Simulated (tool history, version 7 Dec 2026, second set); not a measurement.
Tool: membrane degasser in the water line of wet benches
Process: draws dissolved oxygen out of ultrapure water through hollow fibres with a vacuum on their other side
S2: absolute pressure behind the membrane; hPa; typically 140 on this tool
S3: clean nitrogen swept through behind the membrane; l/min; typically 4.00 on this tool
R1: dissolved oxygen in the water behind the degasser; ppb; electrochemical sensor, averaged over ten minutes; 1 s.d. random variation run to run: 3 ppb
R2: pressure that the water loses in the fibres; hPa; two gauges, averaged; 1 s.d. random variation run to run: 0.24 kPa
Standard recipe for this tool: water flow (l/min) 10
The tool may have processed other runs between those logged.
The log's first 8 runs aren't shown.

Run 9, hour 635.0: usual settings but water flow (l/min) 13. Result: R1 578.1 ppb, R2 815.1 hPa.
Run 10, hour 702.4: usual settings but water flow (l/min) 13. Result: R1 568.6 ppb, R2 815.8 hPa.
Run 11, hour 817.5: usual settings but water flow (l/min) 13. Result: R1 576.0 ppb, R2 816.8 hPa.
Run 12, hour 880.2: usual settings. Result: R1 309.7 ppb, R2 629.4 hPa.
At hour 889.4: vacuum gauge calibrated.
Run 13, hour 989.2: usual settings but S2 238 hPa. Result: R1 373.9 ppb, R2 631.1 hPa.
Run 14, hour 1082.6: usual settings but S2 238 hPa. Result: R1 376.6 ppb, R2 627.1 hPa.
Run 15, hour 1184.4: usual settings but S2 238 hPa, S3 10.13 l/min. Result: R1 297.8 ppb, R2 629.3 hPa.
Run 16, hour 1277.8: usual settings but S2 238 hPa, S3 10.13 l/min. Result: R1 299.9 ppb, R2 625.5 hPa.
Run 17, hour 1377.4: usual settings but S3 5.38 l/min. Result: R1 294.4 ppb, R2 626.5 hPa.
Run 18, hour 1487.8: usual settings but water flow (l/min) 11, S2 85 hPa, S3 5.38 l/min. Result: R1 349.2 ppb, R2 691.5 hPa.
At hour 1530.1: vacuum gauge calibrated, once more.
Run 19, hour 1571.2: usual settings but water flow (l/min) 6, S2 110 hPa, S3 3.39 l/min. Result: R1 74.2 ppb, R2 377.6 hPa.
Run 20, hour 1643.6: usual settings but water flow (l/min) 15, S2 276 hPa, S3 2.00 l/min. Result: R1 1022.7 ppb, R2 943.1 hPa.
Run 21, hour 1714.2: usual settings but water flow (l/min) 11, S2 164 hPa. Result: R1 408.4 ppb, R2 689.3 hPa.
Run 22, hour 1773.1: usual settings but water flow (l/min) 11, S2 164 hPa. Result: R1 416.9 ppb, R2 691.4 hPa.
Run 23, hour 1861.9: usual settings but water flow (l/min) 11, S2 164 hPa. Result: R1 413.4 ppb, R2 689.1 hPa.

Run 24 is up next; what results do you expect?
Run 24, hour 1982.1: usual settings but water flow (l/min) 11, S2 111 hPa, S3 3.43 l/min. Result: R1 ?, R2 ?.

{"run 24": {"R1": 391.6, "R2": 696.1}}
Had the tool carried no hidden state, the very same run would have given R1 374.3 ppb, R2 686.0 hPa.
